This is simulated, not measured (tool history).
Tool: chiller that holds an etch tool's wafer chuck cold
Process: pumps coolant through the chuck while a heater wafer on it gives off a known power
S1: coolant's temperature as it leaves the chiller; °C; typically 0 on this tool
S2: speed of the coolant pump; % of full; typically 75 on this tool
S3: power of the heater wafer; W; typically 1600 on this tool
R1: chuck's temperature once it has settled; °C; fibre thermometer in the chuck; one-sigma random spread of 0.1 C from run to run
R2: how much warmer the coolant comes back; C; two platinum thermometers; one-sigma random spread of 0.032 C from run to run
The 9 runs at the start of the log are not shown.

| run | hour | S1 | S2 | S3 | R1 | R2 |
|---|---|---|---|---|---|---|
| 10 | 1163.3 | 4 | 75 | 1600 | 15.2 | 4.05 |
| 11 | 1294 | 4 | 75 | 2060 | 18.4 | 5.21 |
| 12 | 1375.3 | 4 | 75 | 2060 | 18.2 | 5.27 |
| 13 | 1464.4 | 4 | 75 | 2060 | 18.4 | 5.26 |
| 14 | 1587.5 | 4 | 75 | 2060 | 18.3 | 5.27 |
| 15 | 1709.8 | 4 | 75 | 2060 | 18.4 | 5.3 |
| 16 | 1819.5 | 4 | 75 | 2060 | 18.3 | 5.35 |
| 17 | 1924.1 | 6 | 91 | 1777 | 16.9 | 3.81 |
| 18 | 2090.3 | 6 | 91 | 1777 | 16.6 | 3.87 |
| 19 | 2259.3 | 6 | 91 | 1777 | 16.8 | 3.94 |
| 20 | 2369.5 | 0 | 61 | 1600 | 13 | 5.22 |
| 21 | 2520.5 | 10 | 75 | 1600 | 21.1 | 4.36 |
| 22 | 2656.4 | 0 | 91 | 1251 | 7.6 | 2.92 |
| 23 | 2778.2 | -4 | 87 | 975 | 2 | 2.5 |
| 24 | 2866.2 | 0 | 75 | 850 | 6 | 2.56 |
| 25 | 2991.2 | -3 | 95 | 1886 | 8 | 4.1 |
| 26 | 3107 | 6 | 77 | 834 | 11.7 | 2.52 |
|  | 3115 | gauge calibrated |
| 27 | 3188.1 | 6 | 77 | 834 | 11.7 | 2.01 |
| 28 | 3287.7 | 6 | 77 | 834 | 11.6 | 2 |
| 29 | 3402.8 | -5 | 95 | 1754 | 5.2 | 3.44 |
| 30 | 3500.7 | 7 | 96 | 915 | 12.3 | 1.8 |
| 31 | 3658.2 | 4 | 96 | 915 | 9.3 | 1.82 |
| 32 | 3751.9 | 4 | 96 | 980 | 9.7 | 1.87 |

3 ways to go on from here, each from the tool as it stands after run 32. What would each give?
| A | 3894.9 | 2 | 90 | 2000 | ? | ? |
| B | 3894.9 | 4 | 92 | 980 | ? | ? |
| C | 3894.9 | 4 | 78 | 2379 | ? | ? |

| run | R1 | R2 |
|---|---|---|
| A | 14.2 | 4.16 |
| B | 9.8 | 2.04 |
| C | 20 | 5.72 |
Had the tool no hidden state, the same runs would have come out as:
| run | R1 | R2 |
|---|---|---|
| A | 14.2 | 4.03 |
| B | 9.8 | 1.92 |
| C | 20 | 5.59 |
